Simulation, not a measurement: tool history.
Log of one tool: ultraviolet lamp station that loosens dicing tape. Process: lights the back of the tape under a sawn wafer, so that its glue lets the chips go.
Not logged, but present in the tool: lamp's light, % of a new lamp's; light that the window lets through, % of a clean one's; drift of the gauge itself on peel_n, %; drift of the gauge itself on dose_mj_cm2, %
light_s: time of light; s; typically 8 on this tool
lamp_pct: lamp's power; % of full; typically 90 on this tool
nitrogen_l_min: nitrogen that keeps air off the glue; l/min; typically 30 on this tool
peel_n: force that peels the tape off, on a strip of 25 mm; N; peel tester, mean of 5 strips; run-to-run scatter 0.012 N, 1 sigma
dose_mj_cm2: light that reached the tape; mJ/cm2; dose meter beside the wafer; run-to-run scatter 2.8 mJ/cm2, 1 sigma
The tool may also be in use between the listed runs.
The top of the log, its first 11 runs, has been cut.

run   hour  light_s  lamp_pct  nitrogen_l_min  hours of work of the lamp  hours of work since the window was cleaned  peel_n  dose_mj_cm2
 12  144.7        8        90              30                        289                                         237   0.677          333
 13  153.1        8        90              30                        295                                         244   0.684          328
 14  161.1        8        90              30                        302                                         250   0.677          328
 15    175        8        90              30                        312                                         261    0.68          330
 16  191.5       11        90              30                        325                                         274   0.392          446
 17  204.8       11        90              30                        336                                         285   0.388          447
 18    216       11        90              30                        345                                         293   0.412          449
 19  226.5       11        90              30                        353                                         302   0.411          440
     228.2  -- window cleaned of glue's vapour
 20  240.1        8        96              30                        363                                           9   0.566          366
 21  253.2        8        96              10                        373                                          20   1.015          369
 22  267.9        8        90              30                        385                                          31   0.651          346
 23  279.9        7        77              26                        394                                          41   1.108          252
 24  289.2       12        65              39                        402                                          48   0.482          369
 25  299.4        8        78              11                        410                                          56   1.312          294
 26  309.9        8        78              11                        418                                          64    1.35          289
 27  319.4        8        98              11                        425                                          72   0.945          367
 28  333.4       13        80              30                        436                                          83   0.369          485
 29  343.7       13        80              30                        445                                          91   0.342          480
 30  359.1       13        80              30                        457                                         103   0.369          482
 31  366.5        9        64              33                        462                                         109   0.961          268

Run 32 comes next. What will it give?
 32  379.8        7        99              27                        473                                         119       ?            ?

Run 32 measured peel_n 0.765 N, dose_mj_cm2 317 mJ/cm2.
Had the tool carried no hidden state, the very same run would have given peel_n 0.572 N, dose_mj_cm2 375 mJ/cm2.
